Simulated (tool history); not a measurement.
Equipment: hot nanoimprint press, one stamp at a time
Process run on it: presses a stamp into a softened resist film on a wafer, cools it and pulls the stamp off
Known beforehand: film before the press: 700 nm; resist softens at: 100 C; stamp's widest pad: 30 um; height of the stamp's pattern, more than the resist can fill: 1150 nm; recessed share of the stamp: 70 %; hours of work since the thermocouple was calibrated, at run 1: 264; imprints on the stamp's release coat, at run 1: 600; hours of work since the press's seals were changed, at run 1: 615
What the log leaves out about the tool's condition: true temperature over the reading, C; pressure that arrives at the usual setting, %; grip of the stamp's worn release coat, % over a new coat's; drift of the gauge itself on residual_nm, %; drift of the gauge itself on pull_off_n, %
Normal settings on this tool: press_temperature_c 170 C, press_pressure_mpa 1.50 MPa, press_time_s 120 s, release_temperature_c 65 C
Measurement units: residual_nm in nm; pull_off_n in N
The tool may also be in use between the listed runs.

run,day,press_temperature_c,press_pressure_mpa,press_time_s,release_temperature_c,hours of work since the thermocouple was calibrated,imprints on the stamp's release coat,hours of work since the press's seals were changed,residual_nm,pull_off_n
1,0.000,170,1.50,120,65,264,600,615,366.0,223
2,2.129,170,1.50,120,64,285,743,636,366.1,225
3,4.000,170,1.50,120,64,303,868,655,363.4,227
# day 6.175: stamp cleaned and given a new release coat
4,6.833,170,1.50,120,65,328,44,680,367.2,220
5,9.758,170,1.50,120,65,357,240,709,364.4,221
# day 12.771: plate thermocouple calibrated
6,13.496,170,1.50,120,65,7,481,745,365.7,222
7,15.812,177,1.50,120,65,30,636,767,272.8,225
8,18.929,177,1.50,120,65,61,845,798,272.8,223
# day 21.075: press's hydraulic seals changed and the load cell set to zero
# day 21.788: stamp cleaned and given a new release coat
9,22.904,177,1.50,120,65,94,75,16,271.3,219
10,24.725,166,1.47,74,57,112,197,33,495.0,266
11,27.917,166,1.47,74,57,143,411,65,494.2,263
12,29.646,166,1.47,74,57,160,526,82,494.9,265
13,32.804,167,1.90,120,63,192,738,113,379.3,230
14,35.058,170,1.31,120,51,214,889,135,387.9,298
# day 36.958: stamp cleaned and given a new release coat
15,38.525,165,2.05,120,50,245,105,167,401.6,300
16,40.433,170,1.75,116,50,264,233,186,349.4,301
17,43.558,170,1.75,116,50,295,442,217,348.8,302

Predict each of these 4 candidate next runs independently; none follows another, all start after run 17:
A,45.975,170,1.75,116,55,319,604,240,?,?
B,45.975,170,1.53,159,50,319,604,240,?,?
C,45.975,182,1.22,62,65,319,604,240,?,?
D,45.975,168,1.84,116,67,319,604,240,?,?

run,residual_nm,pull_off_n
A,347.4,281
B,331.2,298
C,316.0,219
D,372.0,216
With no hidden state in the tool, these same runs would have given:
run,residual_nm,pull_off_n
A,345.3,281
B,329.2,298
C,314.0,219
D,369.7,216
